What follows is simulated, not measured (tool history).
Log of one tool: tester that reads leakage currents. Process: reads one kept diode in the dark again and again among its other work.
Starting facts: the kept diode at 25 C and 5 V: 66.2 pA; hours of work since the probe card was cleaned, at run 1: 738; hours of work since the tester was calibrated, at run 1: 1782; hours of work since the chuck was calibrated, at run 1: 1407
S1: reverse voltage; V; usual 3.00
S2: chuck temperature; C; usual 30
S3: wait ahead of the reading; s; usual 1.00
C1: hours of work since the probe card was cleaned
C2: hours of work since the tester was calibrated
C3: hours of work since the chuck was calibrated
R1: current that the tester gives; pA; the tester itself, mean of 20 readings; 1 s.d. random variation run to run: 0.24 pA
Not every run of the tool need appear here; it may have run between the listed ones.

run,hour,S1,S2,S3,C1,C2,C3,R1
1,0.0,3.00,30,1.00,738,1782,1407,73.07
2,86.1,3.00,30,1.00,802,1847,1472,73.29
3,164.7,3.00,30,1.00,862,1906,1531,73.18
4,275.8,3.00,30,1.00,945,1990,1615,72.45
# hour 312.4: tester calibrated
5,332.8,3.00,30,1.00,987,15,1656,73.63
# hour 370.1: probe card cleaned and baked
6,443.4,3.00,30,1.00,55,96,1737,68.57
7,508.6,3.00,21,1.00,104,145,1786,34.01
8,597.5,3.00,32,1.00,171,212,1853,79.82
9,663.3,3.00,30,1.00,221,262,1903,68.29
10,741.3,3.00,21,1.00,279,321,1961,34.22
11,825.4,3.00,21,1.00,343,384,2024,34.38
12,898.3,3.00,21,1.00,398,439,2079,34.63
13,986.7,3.00,21,1.00,464,505,2146,34.65
14,1102.0,3.00,21,1.00,551,592,2233,34.83
15,1153.1,3.00,21,1.00,589,631,2271,34.64
16,1219.4,3.00,21,1.00,639,681,2321,34.85
# hour 1256.5: chuck's temperature calibrated
17,1302.0,3.00,21,1.00,700,741,34,42.13
18,1392.1,3.00,21,1.00,768,809,102,42.17
19,1460.0,9.97,30,1.00,819,860,153,145.74
20,1580.0,9.97,30,1.00,909,950,243,146.35
21,1640.6,9.97,30,1.00,955,996,289,147.86
22,1694.3,9.78,21,2.44,995,1036,330,79.30
# hour 1721.4: probe card cleaned and baked
23,1790.3,3.00,56,3.30,52,1106,400,470.25
24,1884.4,4.20,55,2.44,123,1177,470,512.10
25,1975.3,1.57,41,2.27,191,1246,539,126.53
26,2085.1,1.17,41,2.27,274,1328,621,110.22
27,2210.4,6.36,22,0.70,368,1423,716,60.84
28,2311.4,1.58,27,0.68,444,1499,792,45.19
29,2429.2,1.06,31,1.00,533,1587,880,49.96
30,2480.5,1.06,31,2.43,571,1626,919,49.74
31,2571.3,1.06,31,2.43,640,1694,987,49.86
32,2653.2,1.59,30,0.54,701,1756,1049,55.87
33,2772.8,3.00,28,6.21,791,1846,1139,64.42
34,2830.7,3.00,34,0.31,835,1890,1183,101.95
35,2953.6,1.97,25,0.31,928,1982,1275,43.62
# hour 2994.4: tester calibrated
36,3032.7,17.36,30,1.00,986,29,1333,184.95
# hour 3065.8: probe card cleaned and baked
37,3123.4,10.42,40,5.21,43,95,1399,259.00
38,3234.9,9.18,49,0.67,127,179,1483,459.17
39,3287.5,3.77,24,1.02,167,218,1523,49.96

Selected run-to-run steps in R1, each split into two signed amounts: the part the tool would show with no hidden state at all (from settings, incoming material and random variation), and the remainder, which goes to the hidden state together with any gauge scatter not common to the measured and the hidden-state-free results:
The tool's hidden condition here consists of: stray current of the dirty probe card, pA a volt; current scale over the true one, %; true chuck temperature over the reading, C; drift of the gauge itself on leakage_pa, %.
Run 22 -> 23: S1 9.78 -> 3.00, S2 21 -> 56, S3 2.44 -> 3.30, probe card cleaned and baked. R1 +390.95 pA: hidden state -27.57, all else +418.52.
Run 24 -> 25: S1 4.20 -> 1.57, S2 55 -> 41, S3 2.44 -> 2.27. R1 -385.57 pA: hidden state +12.92, all else -398.49.
Run 36 -> 37: S1 17.36 -> 10.42, S2 30 -> 40, S3 1.00 -> 5.21, probe card cleaned and baked. R1 +74.05 pA: hidden state -35.74, all else +109.79.
Run 38 -> 39: S1 9.18 -> 3.77, S2 49 -> 24, S3 0.67 -> 1.02. R1 -409.21 pA: hidden state +40.00, all else -449.21.
